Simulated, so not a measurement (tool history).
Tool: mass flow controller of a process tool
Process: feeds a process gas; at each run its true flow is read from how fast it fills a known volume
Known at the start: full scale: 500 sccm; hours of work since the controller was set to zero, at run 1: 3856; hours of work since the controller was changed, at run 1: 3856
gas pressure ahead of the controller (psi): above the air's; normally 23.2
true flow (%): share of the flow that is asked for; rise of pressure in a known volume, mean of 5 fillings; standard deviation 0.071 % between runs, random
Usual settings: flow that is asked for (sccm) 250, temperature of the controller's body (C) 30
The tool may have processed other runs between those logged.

| run | hour | flow that is asked for (sccm) | gas pressure ahead of the controller (psi) | temperature of the controller's body (C) | hours of work since the controller was set to zero | hours of work since the controller was changed | true flow (%) |
|---|---|---|---|---|---|---|---|
| 1 | 0 | 250 | 23.2 | 30 | 3856 | 3856 | 100.13 |
| 2 | 359.9 | 250 | 23.2 | 30 | 4031 | 4031 | 99.96 |
| 3 | 672.3 | 250 | 23.2 | 24 | 4183 | 4183 | 99.42 |
| 4 | 1064.1 | 250 | 23.2 | 32 | 4374 | 4374 | 100.3 |
| 5 | 1294.3 | 250 | 23.2 | 32 | 4485 | 4485 | 100.31 |
| 6 | 1540.9 | 250 | 35.1 | 30 | 4605 | 4605 | 99.58 |
| 7 | 1932 | 250 | 35.1 | 30 | 4796 | 4796 | 99.61 |
| 8 | 2267.8 | 250 | 35.1 | 30 | 4959 | 4959 | 99.55 |
| 9 | 2534.2 | 250 | 35.1 | 30 | 5089 | 5089 | 99.46 |
| 10 | 2773.2 | 366 | 35.1 | 30 | 5205 | 5205 | 99.65 |
| 11 | 3090.7 | 250 | 23.2 | 30 | 5359 | 5359 | 99.99 |
| 12 | 3249.5 | 250 | 23.2 | 30 | 5437 | 5437 | 100.05 |
| 13 | 3453.3 | 250 | 23.2 | 30 | 5536 | 5536 | 100.05 |
| 14 | 3762.6 | 250 | 23.2 | 30 | 5686 | 5686 | 99.99 |
| 15 | 4065.5 | 250 | 23.2 | 37 | 5833 | 5833 | 100.71 |
| 16 | 4445.9 | 250 | 23.2 | 37 | 6018 | 6018 | 100.68 |
| 17 | 4607.9 | 250 | 26.7 | 30 | 6097 | 6097 | 99.77 |
| 18 | 4854.2 | 250 | 26.7 | 30 | 6217 | 6217 | 99.96 |
| 19 | 5031.9 | 250 | 23.4 | 30 | 6304 | 6304 | 100.07 |
| 20 | 5420.9 | 250 | 23.2 | 30 | 6493 | 6493 | 100 |
| 21 | 5712.6 | 250 | 23.2 | 30 | 6635 | 6635 | 100.05 |
| 22 | 5981.4 | 250 | 23.2 | 30 | 6765 | 6765 | 100.1 |
| 23 | 6332.8 | 250 | 23.2 | 30 | 6936 | 6936 | 100.03 |
| 24 | 6638.5 | 250 | 23.2 | 23 | 7085 | 7085 | 99.4 |
| 25 | 6959.8 | 250 | 30.9 | 35 | 7241 | 7241 | 100.2 |
|  | 7068.4 | controller's zero set anew |
| 26 | 7215.6 | 64 | 30.3 | 30 | 72 | 7366 | 99.17 |
| 27 | 7441.1 | 64 | 30.3 | 30 | 181 | 7475 | 99.15 |
| 28 | 7620.1 | 64 | 30.3 | 30 | 268 | 7562 | 99.25 |
| 29 | 7882 | 107 | 30.3 | 33 | 396 | 7690 | 99.68 |
|  | 8130.2 | controller exchanged for a calibrated one |
| 30 | 8268.3 | 107 | 30.3 | 33 | 67 | 67 | 99.67 |
| 31 | 8645.9 | 250 | 33.1 | 40 | 251 | 251 | 100.42 |
| 32 | 8990.9 | 64 | 23.2 | 30 | 419 | 419 | 99.64 |
| 33 | 9295.1 | 64 | 23.2 | 30 | 567 | 567 | 99.58 |
| 34 | 9613.8 | 64 | 23.2 | 30 | 722 | 722 | 99.59 |
| 35 | 9986.6 | 53 | 36 | 23 | 903 | 903 | 98.26 |
| 36 | 10217.9 | 53 | 36 | 34 | 1016 | 1016 | 99.22 |
| 37 | 10472.1 | 239 | 23.2 | 30 | 1139 | 1139 | 100.1 |
| 38 | 10687.1 | 239 | 23.2 | 30 | 1244 | 1244 | 99.92 |
| 39 | 10921.9 | 58 | 23.2 | 34 | 1358 | 1358 | 99.88 |
| 40 | 11243.6 | 118 | 23.2 | 31 | 1514 | 1514 | 99.87 |
| 41 | 11624.6 | 118 | 23.2 | 31 | 1700 | 1700 | 99.88 |
| 42 | 11912 | 250 | 36.4 | 30 | 1840 | 1840 | 99.4 |
| 43 | 12198.4 | 250 | 20.7 | 30 | 1979 | 1979 | 100.24 |
| 44 | 12424.6 | 250 | 21.3 | 20 | 2089 | 2089 | 99.23 |
| 45 | 12796.6 | 147 | 24.8 | 21 | 2270 | 2270 | 98.79 |
| 46 | 13023.8 | 147 | 24.8 | 21 | 2380 | 2380 | 98.77 |
| 47 | 13383.6 | 147 | 24.8 | 21 | 2555 | 2555 | 98.78 |
| 48 | 13771.7 | 147 | 24.8 | 21 | 2744 | 2744 | 98.84 |

4 options for the next run, each taken on its own from the tool as it stands now. Forecast them:
| A | 14001.1 | 83 | 37.1 | 29 | 2856 | 2856 | ? |
| B | 14001.1 | 320 | 23.2 | 26 | 2856 | 2856 | ? |
| C | 14001.1 | 147 | 24.8 | 21 | 2856 | 2856 | ? |
| D | 14001.1 | 109 | 32.3 | 21 | 2856 | 2856 | ? |

| run | true flow (%) |
|---|---|
| A | 98.82 |
| B | 99.94 |
| C | 98.92 |
| D | 98.35 |
Without the tool's hidden state the same runs would have given:
| run | true flow (%) |
|---|---|
| A | 98.84 |
| B | 99.95 |
| C | 98.93 |
| D | 98.36 |
